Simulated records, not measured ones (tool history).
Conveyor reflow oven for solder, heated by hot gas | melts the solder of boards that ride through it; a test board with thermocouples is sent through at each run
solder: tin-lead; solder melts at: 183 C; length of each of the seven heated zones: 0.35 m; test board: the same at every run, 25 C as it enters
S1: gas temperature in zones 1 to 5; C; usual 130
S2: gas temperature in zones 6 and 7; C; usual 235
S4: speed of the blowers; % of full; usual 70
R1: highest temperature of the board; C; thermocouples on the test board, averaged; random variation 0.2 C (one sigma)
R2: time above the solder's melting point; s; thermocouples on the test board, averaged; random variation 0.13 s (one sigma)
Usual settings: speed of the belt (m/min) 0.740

Run 1, hour 0.0: usual settings. Result: R1 214.3 C, R2 38.6 s.
Run 2, hour 20.0: usual settings. Result: R1 214.5 C, R2 38.5 s.
Run 3, hour 38.6: usual settings. Result: R1 214.6 C, R2 38.5 s.
Run 4, hour 60.1: usual settings but S1 140 C. Result: R1 216.2 C, R2 42.1 s.
Run 5, hour 86.3: usual settings. Result: R1 214.5 C, R2 38.4 s.
Run 6, hour 109.7: usual settings. Result: R1 214.8 C, R2 38.4 s.
At hour 130.6: thermocouples of zones 6 and 7 changed.
Run 7, hour 137.1: usual settings. Result: R1 214.9 C, R2 38.4 s.
At hour 152.2: flux residue cleaned out of gas plates and filters.
Run 8, hour 160.8: usual settings but S4 51 % of full. Result: R1 204.7 C, R2 29.8 s.
Run 9, hour 174.7: usual settings but S4 51 % of full. Result: R1 204.8 C, R2 29.7 s.
Run 10, hour 185.2: usual settings but S4 76 % of full. Result: R1 217.2 C, R2 40.5 s.
Run 11, hour 205.0: usual settings but S1 141 C. Result: R1 216.5 C, R2 42.7 s.
Run 12, hour 230.7: usual settings but speed of the belt (m/min) 0.849. Result: R1 209.3 C, R2 29.8 s.
Run 13, hour 254.4: usual settings but speed of the belt (m/min) 0.849. Result: R1 209.5 C, R2 29.8 s.
Run 14, hour 276.0: usual settings but S1 136 C. Result: R1 215.9 C, R2 40.9 s.
Run 15, hour 287.6: usual settings but S1 136 C. Result: R1 215.9 C, R2 40.7 s.
Run 16, hour 301.9: usual settings but S1 136 C. Result: R1 215.8 C, R2 40.9 s.
Run 17, hour 321.9: usual settings but S1 127 C, S2 244 C, speed of the belt (m/min) 0.599. Result: R1 229.2 C, R2 56.8 s.
Run 18, hour 333.8: usual settings but S1 116 C, S2 237 C, speed of the belt (m/min) 0.841, S4 82 % of full. Result: R1 213.2 C, R2 30.5 s.
Run 19, hour 358.2: usual settings but S1 116 C, S2 237 C, speed of the belt (m/min) 0.841, S4 82 % of full. Result: R1 213.1 C, R2 30.5 s.
Run 20, hour 378.2: usual settings. Result: R1 214.7 C, R2 38.7 s.
Run 21, hour 397.8: usual settings but S2 230 C, speed of the belt (m/min) 0.855. Result: R1 205.2 C, R2 26.4 s.
Run 22, hour 416.2: usual settings but S1 127 C, S4 67 % of full. Result: R1 212.6 C, R2 36.4 s.
Run 23, hour 428.0: usual settings but S1 127 C, S4 67 % of full. Result: R1 212.5 C, R2 36.4 s.
Run 24, hour 438.7: usual settings but S1 138 C, speed of the belt (m/min) 0.700, S4 63 % of full. Result: R1 215.1 C, R2 43.1 s.
Run 25, hour 453.4: usual settings but S4 62 % of full. Result: R1 211.3 C, R2 35.5 s.
Run 26, hour 477.2: usual settings but S4 62 % of full. Result: R1 210.7 C, R2 35.5 s.
Run 27, hour 501.4: usual settings but speed of the belt (m/min) 0.748, S4 66 % of full. Result: R1 212.3 C, R2 36.4 s.
Run 28, hour 517.6: usual settings but speed of the belt (m/min) 0.698, S4 52 % of full. Result: R1 207.9 C, R2 34.7 s.
Run 29, hour 538.2: usual settings but speed of the belt (m/min) 0.698, S4 52 % of full. Result: R1 208.1 C, R2 34.9 s.

Forecast each of these 3 alternatives for the next run:
Run A, hour 553.7: usual settings but S1 128 C, S2 243 C, speed of the belt (m/min) 0.845, S4 52 % of full. Result: R1 ?, R2 ?.
Run B, hour 553.7: usual settings but S1 133 C, S2 237 C, speed of the belt (m/min) 0.596. Result: R1 ?, R2 ?.
Run C, hour 553.7: usual settings but speed of the belt (m/min) 0.889, S4 52 % of full. Result: R1 ?, R2 ?.

run     R1    R2
  A  204.7  24.8
  B  223.5  56.3
  C  196.6  16.9
Without the tool's hidden state the same runs would have given:
run     R1    R2
  A  204.7  24.8
  B  223.6  56.3
  C  196.6  17.0

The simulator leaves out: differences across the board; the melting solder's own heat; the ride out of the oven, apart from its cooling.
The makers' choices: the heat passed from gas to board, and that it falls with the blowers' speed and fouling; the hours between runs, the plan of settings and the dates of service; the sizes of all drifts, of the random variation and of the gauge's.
